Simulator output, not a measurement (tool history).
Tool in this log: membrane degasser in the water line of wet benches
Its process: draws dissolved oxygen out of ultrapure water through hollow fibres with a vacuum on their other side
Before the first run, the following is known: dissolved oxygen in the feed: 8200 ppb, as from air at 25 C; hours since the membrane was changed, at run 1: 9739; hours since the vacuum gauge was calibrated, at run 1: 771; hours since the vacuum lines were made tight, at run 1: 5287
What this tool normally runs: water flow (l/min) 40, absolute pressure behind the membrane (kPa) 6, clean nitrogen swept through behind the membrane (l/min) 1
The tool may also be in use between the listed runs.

run    hour  water flow (l/min)  absolute pressure behind the membrane (kPa)  clean nitrogen swept through behind the membrane (l/min)  hours since the membrane was changed  hours since the vacuum gauge was calibrated  hours since the vacuum lines were made tight  dissolved oxygen in the water behind the degasser (ppb)  pressure that the water loses in the fibres (kPa)
  1       0                  40                                            6                                                         1                                  9739                                          771                                          5287                                                    324.7                                              39.51
  2   228.8                  40                                            6                                                         1                                  9968                                         1000                                          5516                                                    324.6                                               39.6
  3   498.3                  45                                            6                                                         1                                 10237                                         1269                                          5785                                                    394.8                                              44.78
  4     718                  45                                            6                                                         1                                 10457                                         1489                                          6005                                                    402.1                                              44.64
  5   977.3                  45                                            6                                                         1                                 10717                                         1749                                          6265                                                    405.6                                              45.01
  6  1247.5                  40                                            6                                                      2.29                                 10987                                         2019                                          6535                                                      221                                              39.44
  7  1515.3                  40                                            6                                                         1                                 11255                                         2286                                          6803                                                    332.2                                               39.7
  8  1665.7                  40                                            6                                                         1                                 11405                                         2437                                          6953                                                    335.6                                              39.82
  9  1970.3                  40                                            6                                                         1                                 11710                                         2741                                          7257                                                    336.4                                              39.49
 10  2224.8                  40                                            6                                                         1                                 11964                                         2996                                          7512                                                    331.4                                              39.88
 11  2515.7                  40                                            6                                                         1                                 12255                                         3287                                          7803                                                    342.4                                              39.68
 12  2820.5                  35                                            6                                                         1                                 12560                                         3592                                          8108                                                    275.6                                               34.9
       2951  -- vacuum gauge calibrated
 13    2972                  35                                         7.88                                                         1                                 12711                                           21                                          8259                                                      394                                              34.72
 14  3154.8                  40                                            6                                                         1                                 12893                                          204                                          8441                                                    328.2                                              39.67
 15    3331                  40                                            6                                                         1                                 13070                                          380                                          8618                                                    335.5                                              39.98
 16  3517.9                  40                                            6                                                         1                                 13257                                          567                                          8805                                                    334.4                                              39.82
 17  3786.1                  40                                            6                                                         1                                 13525                                          835                                          9073                                                    339.5                                              39.89
     3856.9  -- seals of the vacuum lines changed
 18  4024.6                  37                                         8.03                                                       1.2                                 13761                                         1072                                           168                                                    388.7                                              36.57
 19  4172.1                  29                                        10.09                                                      0.96                                 13909                                         1219                                           315                                                    454.4                                               29.2
     4321.8  -- membrane cartridge changed
 20  4350.3                  26                                         3.96                                                      0.55                                    29                                         1393                                           489                                                     90.7                                              24.83
 21  4634.9                  26                                         3.96                                                      0.55                                   313                                         1678                                           774                                                     90.2                                              24.36
 22  4763.3                  40                                         8.48                                                      2.29                                   442                                         1806                                           902                                                      295                                              38.36
 23  5060.2                  34                                         4.59                                                      0.48                                   738                                         2103                                          1199                                                      233                                              32.38
 24  5247.6                  43                                         9.99                                                      0.41                                   926                                         2291                                          1387                                                   1121.8                                              41.27
 25  5527.3                  43                                        10.55                                                      0.41                                  1205                                         2570                                          1666                                                   1185.1                                              41.16
 26  5779.8                  35                                        11.78                                                      0.74                                  1458                                         2823                                          1919                                                    792.9                                              33.45
 27  6006.5                  30                                            6                                                      0.55                                  1685                                         3049                                          2146                                                    322.3                                               28.5
 28  6312.1                  60                                        14.33                                                      0.59                                  1990                                         3355                                          2451                                                   1795.9                                              57.43
 29  6482.3                  30                                         9.11                                                         1                                  2160                                         3525                                          2621                                                    403.5                                              28.98
 30  6624.8                  30                                         9.11                                                         1                                  2303                                         3668                                          2764                                                    404.5                                               28.8
     6687.8  -- vacuum gauge calibrated
 31  6882.1                  39                                            6                                                         1                                  2560                                          194                                          3021                                                    293.6                                              37.46
 32    7076                  26                                        13.53                                                      1.94                                  2754                                          388                                          3215                                                    321.5                                              25.06

How the hidden state differs across the entries between the runs, from the last listed run before each to the first after it:
Runs 12 to 13: vacuum gauge calibrated (hour 2951)
  membrane still open, %: 95 -> 94.9; true pressure behind the membrane over the reading, kPa: 0.2 -> 0.03; air that leaks in behind the membrane, l/min: 0.0124 -> 0.0126
  the result without the hidden state subtracted from the measured one, dissolved oxygen in the water behind the degasser (ppb): +28.3 -> +16.4; pressure that the water loses in the fibres (kPa): +1.76 -> +1.77
Runs 17 to 18: seals of the vacuum lines changed (hour 3856.9)
  membrane still open, %: 94.6 -> 94.5; true pressure behind the membrane over the reading, kPa: 0.08 -> 0.1; air that leaks in behind the membrane, l/min: 0.0135 -> 0.0041
  the result without the hidden state subtracted from the measured one, dissolved oxygen in the water behind the degasser (ppb): +30.2 -> +24.4; pressure that the water loses in the fibres (kPa): +2.17 -> +2.03
Runs 19 to 20: membrane cartridge changed (hour 4321.8)
  membrane still open, %: 94.4 -> 100; true pressure behind the membrane over the reading, kPa: 0.11 -> 0.12; air that leaks in behind the membrane, l/min: 0.0043 -> 0.0044
  the result without the hidden state subtracted from the measured one, dissolved oxygen in the water behind the degasser (ppb): +13.9 -> +10.7; pressure that the water loses in the fibres (kPa): +1.61 -> +0
Runs 30 to 31: vacuum gauge calibrated (hour 6687.8)
  membrane still open, %: 99.1 -> 98.9; true pressure behind the membrane over the reading, kPa: 0.28 -> -0.02; air that leaks in behind the membrane, l/min: 0.007 -> 0.0073
  the result without the hidden state subtracted from the measured one, dissolved oxygen in the water behind the degasser (ppb): +18.2 -> +2.1; pressure that the water loses in the fibres (kPa): +0.27 -> +0.39
